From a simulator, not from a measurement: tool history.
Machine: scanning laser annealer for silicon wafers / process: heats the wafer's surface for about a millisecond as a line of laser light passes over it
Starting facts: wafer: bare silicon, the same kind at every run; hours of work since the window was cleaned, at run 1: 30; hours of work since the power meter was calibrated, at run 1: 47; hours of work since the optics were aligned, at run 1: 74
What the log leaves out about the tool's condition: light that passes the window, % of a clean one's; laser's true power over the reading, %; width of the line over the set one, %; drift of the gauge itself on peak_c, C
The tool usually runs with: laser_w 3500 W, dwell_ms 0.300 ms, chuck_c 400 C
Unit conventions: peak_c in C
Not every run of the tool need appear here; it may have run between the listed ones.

run   hour  laser_w  dwell_ms  chuck_c  hours of work since the window was cleaned  hours of work since the power meter was calibrated  hours of work since the optics were aligned  peak_c
  1    0.0     3500     0.300      400                                          30                                                  47                                           74    1106
  2    4.6     3500     0.300      400                                          32                                                  49                                           76    1104
  3   10.4     3500     0.300      400                                          35                                                  52                                           79    1103
  4   18.1     3500     0.300      400                                          38                                                  56                                           83    1107
  5   25.8     3500     0.300      400                                          42                                                  59                                           86    1104
  6   32.2     3500     0.300      400                                          45                                                  62                                           89    1106
  7   43.0     3500     0.300      400                                          50                                                  67                                           94    1102
  8   49.6     3500     0.300      400                                          53                                                  70                                           97    1102
  9   57.1     3500     0.300      400                                          56                                                  74                                          101    1104
 10   65.4     3500     0.300      400                                          60                                                  77                                          104    1103
 11   75.0     3500     0.300      400                                          64                                                  82                                          109    1105
 12   85.6     3500     0.300      381                                          69                                                  87                                          114    1087
 13   95.8     3500     0.300      400                                          74                                                  91                                          118    1103
 14  104.9     3500     0.300      400                                          78                                                  95                                          123    1105
     107.6  -- window over the wafer cleaned
 15  114.6     3740     0.229      432                                           3                                                  99                                          126    1096
 16  119.4     3740     0.229      432                                           5                                                 101                                          128    1097
 17  129.6     3018     0.229      432                                          10                                                 106                                          133     976
 18  134.4     3723     0.333      375                                          12                                                 108                                          135    1152
 19  138.8     3790     0.333      372                                          14                                                 110                                          137    1160
 20  143.5     3109     0.337      400                                          17                                                 112                                          139    1061
 21  149.2     3109     0.337      400                                          19                                                 115                                          142    1056
 22  155.0     3436     0.286      400                                          22                                                 118                                          145    1077
 23  164.1     3436     0.286      400                                          26                                                 122                                          149    1073
     173.3  -- window over the wafer cleaned, once more
 24  173.3     3322     0.318      371                                           0                                                 125                                          152    1062
 25  179.2     2980     0.223      437                                           3                                                 128                                          155     972
 26  189.3     2980     0.223      437                                           7                                                 132                                          159     977
 27  197.0     2980     0.223      437                                          11                                                 136                                          163     975
 28  203.4     3076     0.300      379                                          14                                                 139                                          166    1008

Here are 4 independent what-if runs from the current tool condition. What would each one return?
  A  212.6     3614     0.360      416                                          18                                                 143                                          170       ?
  B  212.6     3674     0.368      394                                          18                                                 143                                          170       ?
  C  212.6     3285     0.270      396                                          18                                                 143                                          170       ?
  D  212.6     3298     0.300      435                                          18                                                 143                                          170       ?

run  peak_c
  A    1203
  B    1202
  C    1038
  D    1104
What these runs would have given with no unlogged condition in the tool:
run  peak_c
  A    1209
  B    1209
  C    1043
  D    1109
